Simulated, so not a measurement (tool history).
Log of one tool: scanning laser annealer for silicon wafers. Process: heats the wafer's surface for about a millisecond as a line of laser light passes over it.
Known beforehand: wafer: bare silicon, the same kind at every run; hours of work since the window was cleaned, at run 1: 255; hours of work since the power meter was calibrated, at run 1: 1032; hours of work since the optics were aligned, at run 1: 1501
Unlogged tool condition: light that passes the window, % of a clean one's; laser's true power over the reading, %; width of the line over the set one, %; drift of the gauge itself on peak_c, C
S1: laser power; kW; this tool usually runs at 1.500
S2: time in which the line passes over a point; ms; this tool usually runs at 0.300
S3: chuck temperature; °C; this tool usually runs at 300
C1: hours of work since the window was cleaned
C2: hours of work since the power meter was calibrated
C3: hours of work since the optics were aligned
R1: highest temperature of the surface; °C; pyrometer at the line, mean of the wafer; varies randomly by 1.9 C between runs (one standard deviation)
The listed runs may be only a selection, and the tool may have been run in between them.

run   hour     S1     S2   S3   C1    C2    C3    R1
  1    0.0  1.500  0.300  300  255  1032  1501  1060
  2   22.9  1.470  0.300  300  273  1050  1519  1042
  3   53.5  1.470  0.300  300  297  1074  1543  1039
      75.4  -- window over the wafer cleaned
  4   75.7  1.470  0.300  300    0  1090  1559  1075
  5  106.8  1.470  0.300  300   24  1114  1583  1072
  6  139.8  1.470  0.300  300   50  1140  1609  1069
  7  169.3  1.308  0.300  300   73  1162  1632   968
  8  187.2  1.497  0.300  300   87  1176  1645  1076
  9  217.4  1.497  0.300  300  110  1200  1669  1076
 10  242.2  1.497  0.300  300  130  1219  1688  1071
 11  258.7  1.567  0.300  300  143  1232  1701  1114
 12  288.6  1.567  0.300  300  166  1255  1724  1105
 13  314.8  1.567  0.300  300  186  1276  1745  1106
 14  346.1  1.500  0.300  300  211  1300  1769  1058
     372.4  -- optics aligned, line set to its width
 15  374.1  1.500  0.300  300  229  1318     1  1079
 16  391.5  1.500  0.374  300  242  1332    15  1166
 17  408.5  1.500  0.300  300  255  1345    28  1073
 18  434.0  1.500  0.300  300  275  1365    48  1073
 19  460.6  1.500  0.300  300  296  1385    69  1070
 20  477.6  1.500  0.268  300  309  1399    82  1023
     483.1  -- window over the wafer cleaned
 21  511.0  1.500  0.300  281   22  1423   106  1085
 22  537.1  1.500  0.300  281   42  1443   127  1084
 23  559.1  1.498  0.300  263   59  1461   144  1059
 24  591.3  1.498  0.300  263   84  1486   169  1057
 25  606.5  1.399  0.236  300   96  1497   181   952
 26  622.1  1.412  0.222  300  108  1510   193   937
     626.9  -- laser's power meter calibrated
 27  654.4  1.412  0.222  300  131    21   216   931
 28  679.7  1.294  0.232  322  151    41   235   907
 29  694.8  1.500  0.246  325  162    53   247  1038
 30  716.3  1.463  0.281  290  179    70   264  1023
 31  749.2  1.463  0.281  290  205    95   289  1021
 32  776.3  1.463  0.281  290  226   116   311  1018
 33  800.7  1.579  0.320  265  245   135   330  1106

Expected results for the next run?
     811.7  -- laser's power meter calibrated, once more
 34  833.3  1.500  0.341  303  268  17  353   ?

{"run 34": {"R1": 1128}}
With no hidden state in the tool, this same run would have given R1 1171 °C.
